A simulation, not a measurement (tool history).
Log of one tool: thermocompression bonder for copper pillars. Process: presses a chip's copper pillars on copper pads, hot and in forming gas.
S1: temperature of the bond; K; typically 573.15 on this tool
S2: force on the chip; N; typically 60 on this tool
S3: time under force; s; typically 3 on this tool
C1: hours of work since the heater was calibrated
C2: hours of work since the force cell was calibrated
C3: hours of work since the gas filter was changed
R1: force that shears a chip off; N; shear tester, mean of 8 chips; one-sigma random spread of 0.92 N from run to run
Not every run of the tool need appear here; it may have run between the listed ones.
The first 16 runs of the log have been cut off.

run	hour	S1	S2	S3	C1	C2	C3	R1
17	322.0	573.15	60	3	692	520	218	78.6
18	334.8	573.15	60	3	700	527	226	78.1
19	351.9	573.15	60	3	711	538	236	77.7
20	364.0	573.15	60	3	718	545	244	77.8
21	375.6	548.15	39	3	725	552	251	47.1
22	393.8	596.15	68	3	736	563	262	88.5
23	405.4	575.15	54	6	743	570	269	82.9
24	424.5	553.15	41	3	755	582	280	53.0
25	445.2	548.15	37	2	767	595	293	38.7
26	460.4	565.15	47	5	777	604	302	72.1
27	478.4	565.15	68	5	788	615	313	86.4
28	504.9	565.15	68	5	804	631	329	85.6
29	517.6	565.15	68	5	811	639	337	85.8
30	533.0	565.15	68	5	821	648	346	85.8
31	548.6	579.15	55	5	830	657	356	81.7
32	570.8	565.15	39	6	844	671	369	67.6
33	597.0	598.15	60	3	860	687	385	83.7
34	610.2	563.15	47	4	868	695	393	66.6
35	634.2	563.15	47	4	882	710	408	65.5
36	652.6	563.15	47	4	894	721	419	65.4
37	672.6	563.15	47	5	906	733	431	69.2
38	684.8	563.15	47	5	913	740	439	70.6
39	702.6	543.15	70	7	924	751	450	80.8

4 options for the next run, each taken on its own from the tool as it stands now. Forecast them:
A	723.4	569.15	60	3	937	764	462	?
B	723.4	573.15	60	3	937	764	462	?
C	723.4	573.15	54	3	937	764	462	?
D	723.4	573.15	60	3	937	764	462	?

run	R1
A	73.1
B	73.0
C	70.5
D	73.5
What these runs would have given with no unlogged condition in the tool:
run	R1
A	74.9
B	75.1
C	72.1
D	75.6

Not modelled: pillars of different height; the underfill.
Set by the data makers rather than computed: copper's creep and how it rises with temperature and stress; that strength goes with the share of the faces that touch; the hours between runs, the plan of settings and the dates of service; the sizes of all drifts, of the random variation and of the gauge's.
